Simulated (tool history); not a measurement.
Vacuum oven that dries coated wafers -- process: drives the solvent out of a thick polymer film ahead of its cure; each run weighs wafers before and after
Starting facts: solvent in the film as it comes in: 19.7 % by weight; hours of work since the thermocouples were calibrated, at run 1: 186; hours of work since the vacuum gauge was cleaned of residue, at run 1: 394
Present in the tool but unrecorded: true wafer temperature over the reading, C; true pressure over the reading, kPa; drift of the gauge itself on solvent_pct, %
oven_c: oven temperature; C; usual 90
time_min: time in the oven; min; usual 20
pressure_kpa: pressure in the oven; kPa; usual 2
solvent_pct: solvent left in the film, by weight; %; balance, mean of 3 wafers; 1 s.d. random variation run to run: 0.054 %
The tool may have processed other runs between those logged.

| run | hour | oven_c | time_min | pressure_kpa | hours of work since the thermocouples were calibrated | hours of work since the vacuum gauge was cleaned of residue | solvent_pct |
|---|---|---|---|---|---|---|---|
| 1 | 0 | 90 | 20 | 2 | 186 | 394 | 2.05 |
| 2 | 24.4 | 90 | 20 | 2 | 205 | 414 | 2.07 |
| 3 | 58.2 | 90 | 20 | 1.26 | 232 | 440 | 1.76 |
| 4 | 81.2 | 90 | 20 | 1.26 | 250 | 459 | 1.81 |
| 5 | 117.2 | 90 | 26 | 2 | 279 | 487 | 1.48 |
| 6 | 142.4 | 90 | 20 | 5.59 | 299 | 508 | 3.24 |
| 7 | 177 | 90 | 20 | 5.59 | 327 | 535 | 3.36 |
| 8 | 199.8 | 90 | 20 | 5.59 | 345 | 553 | 3.42 |
| 9 | 248.7 | 78 | 20 | 2 | 384 | 592 | 4.88 |
| 10 | 296.2 | 78 | 20 | 2 | 421 | 630 | 5.07 |
| 11 | 330.9 | 84 | 22 | 1.11 | 449 | 657 | 2.59 |
| 12 | 357.8 | 84 | 33 | 1.11 | 470 | 679 | 1.28 |
| 13 | 407.4 | 84 | 33 | 3.84 | 510 | 718 | 2.62 |
| 14 | 440.8 | 90 | 20 | 5.28 | 536 | 745 | 3.3 |
| 15 | 483 | 101 | 20 | 5.82 | 570 | 778 | 1.75 |
| 16 | 510.6 | 90 | 15 | 2 | 592 | 800 | 3.21 |
| 17 | 544 | 90 | 26 | 3.5 | 618 | 827 | 2 |
| 18 | 567.4 | 85 | 12 | 3.08 | 637 | 846 | 6.11 |

What will run 19 give?
| 19 | 604.9 | 100 | 18 | 1.43 | 667 | 875 | ? |

Run 19 came out at solvent_pct 1.04 %.
Minus the tool's unlogged condition, the same run would have read solvent_pct 0.86 %.

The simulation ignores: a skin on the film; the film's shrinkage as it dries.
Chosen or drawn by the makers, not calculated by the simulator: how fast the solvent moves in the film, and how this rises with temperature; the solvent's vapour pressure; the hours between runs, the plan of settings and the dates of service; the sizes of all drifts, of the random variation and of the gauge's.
